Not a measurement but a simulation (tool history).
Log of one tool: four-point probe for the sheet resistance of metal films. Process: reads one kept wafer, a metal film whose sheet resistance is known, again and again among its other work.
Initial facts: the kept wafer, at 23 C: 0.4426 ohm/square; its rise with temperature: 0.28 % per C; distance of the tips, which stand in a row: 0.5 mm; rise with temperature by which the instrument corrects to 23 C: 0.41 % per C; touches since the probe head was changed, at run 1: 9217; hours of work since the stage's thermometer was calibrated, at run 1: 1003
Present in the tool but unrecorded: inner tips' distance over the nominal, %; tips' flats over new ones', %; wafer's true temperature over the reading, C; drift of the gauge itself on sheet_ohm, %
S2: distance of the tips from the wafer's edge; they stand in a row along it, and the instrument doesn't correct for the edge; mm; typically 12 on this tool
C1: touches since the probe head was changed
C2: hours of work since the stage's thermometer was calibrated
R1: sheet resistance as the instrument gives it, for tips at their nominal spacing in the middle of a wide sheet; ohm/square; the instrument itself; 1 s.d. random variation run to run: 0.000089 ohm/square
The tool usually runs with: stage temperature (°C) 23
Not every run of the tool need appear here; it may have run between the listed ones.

run 1 day=0.000 | stage_temperature_(°C)=23 S2=12 | C1=9217 C2=1003 | R1=0.443008
run 2 day=0.854 | stage_temperature_(°C)=23 S2=12 | C1=10235 C2=1018 | R1=0.442981
run 3 day=1.412 | stage_temperature_(°C)=23 S2=18 | C1=10897 C2=1027 | R1=0.442689
run 4 day=2.125 | stage_temperature_(°C)=23 S2=18 | C1=11747 C2=1039 | R1=0.442658
run 5 day=2.608 | stage_temperature_(°C)=23 S2=18 | C1=12323 C2=1047 | R1=0.442708
run 6 day=3.083 | stage_temperature_(°C)=23 S2=18 | C1=12885 C2=1055 | R1=0.442708
run 7 day=3.767 | stage_temperature_(°C)=23 S2=14 | C1=13698 C2=1067 | R1=0.442884
run 8 day=4.275 | stage_temperature_(°C)=23 S2=4 | C1=14304 C2=1076 | R1=0.446351
run 9 day=4.733 | stage_temperature_(°C)=23 S2=12 | C1=14850 C2=1083 | R1=0.443200
run 10 day=5.642 | stage_temperature_(°C)=23 S2=12 | C1=15930 C2=1099 | R1=0.443099
run 11 day=6.242 | stage_temperature_(°C)=23 S2=12 | C1=16646 C2=1109 | R1=0.442987
run 12 day=7.088 | stage_temperature_(°C)=23 S2=21 | C1=17652 C2=1124 | R1=0.442672
run 13 day=7.562 | stage_temperature_(°C)=23 S2=5 | C1=18216 C2=1132 | R1=0.444902
run 14 day=8.475 | stage_temperature_(°C)=23 S2=12 | C1=19303 C2=1147 | R1=0.443008
run 15 day=8.992 | stage_temperature_(°C)=23 S2=4 | C1=19919 C2=1156 | R1=0.446410
run 16 day=9.771 | stage_temperature_(°C)=23 S2=4 | C1=20843 C2=1169 | R1=0.446312
run 17 day=10.250 | stage_temperature_(°C)=23 S2=4 | C1=21415 C2=1177 | R1=0.446203
run 18 day=11.033 | stage_temperature_(°C)=23 S2=4 | C1=22346 C2=1191 | R1=0.446437
run 19 day=11.825 | stage_temperature_(°C)=23 S2=4 | C1=23292 C2=1204 | R1=0.446250
run 20 day=12.283 | stage_temperature_(°C)=25 S2=24 | C1=23836 C2=1212 | R1=0.441639
run 21 day=13.162 | stage_temperature_(°C)=25 S2=11 | C1=24883 C2=1227 | R1=0.442042
-- day=13.762 stage's thermometer calibrated
run 22 day=13.817 | stage_temperature_(°C)=31 S2=15 | C1=25636 C2=1 | R1=0.438386
run 23 day=14.233 | stage_temperature_(°C)=18 S2=4 | C1=26133 C2=8 | R1=0.449286
run 24 day=14.975 | stage_temperature_(°C)=28 S2=5 | C1=27012 C2=21 | R1=0.442195
run 25 day=15.917 | stage_temperature_(°C)=33 S2=19 | C1=28134 C2=37 | R1=0.437112
run 26 day=16.475 | stage_temperature_(°C)=33 S2=19 | C1=28801 C2=46 | R1=0.437240
run 27 day=16.883 | stage_temperature_(°C)=25 S2=12 | C1=29287 C2=53 | R1=0.441676
run 28 day=17.562 | stage_temperature_(°C)=25 S2=12 | C1=30095 C2=65 | R1=0.441812
run 29 day=17.967 | stage_temperature_(°C)=21 S2=12 | C1=30573 C2=71 | R1=0.444063
run 30 day=18.704 | stage_temperature_(°C)=21 S2=9 | C1=31451 C2=84 | R1=0.444598
run 31 day=19.592 | stage_temperature_(°C)=28 S2=45 | C1=32507 C2=99 | R1=0.439607
run 32 day=20.125 | stage_temperature_(°C)=31 S2=12 | C1=33143 C2=108 | R1=0.438649
run 33 day=21.058 | stage_temperature_(°C)=23 S2=30 | C1=34252 C2=124 | R1=0.442658
run 34 day=21.983 | stage_temperature_(°C)=23 S2=30 | C1=35357 C2=140 | R1=0.442630

Describe how what the log doesn't record of the tool's condition differs between the last listed run preceding each entry between runs and the first listed run following it.
Runs 21 to 22: stage's thermometer calibrated (day 13.762)
  the hidden state is the same at both runs

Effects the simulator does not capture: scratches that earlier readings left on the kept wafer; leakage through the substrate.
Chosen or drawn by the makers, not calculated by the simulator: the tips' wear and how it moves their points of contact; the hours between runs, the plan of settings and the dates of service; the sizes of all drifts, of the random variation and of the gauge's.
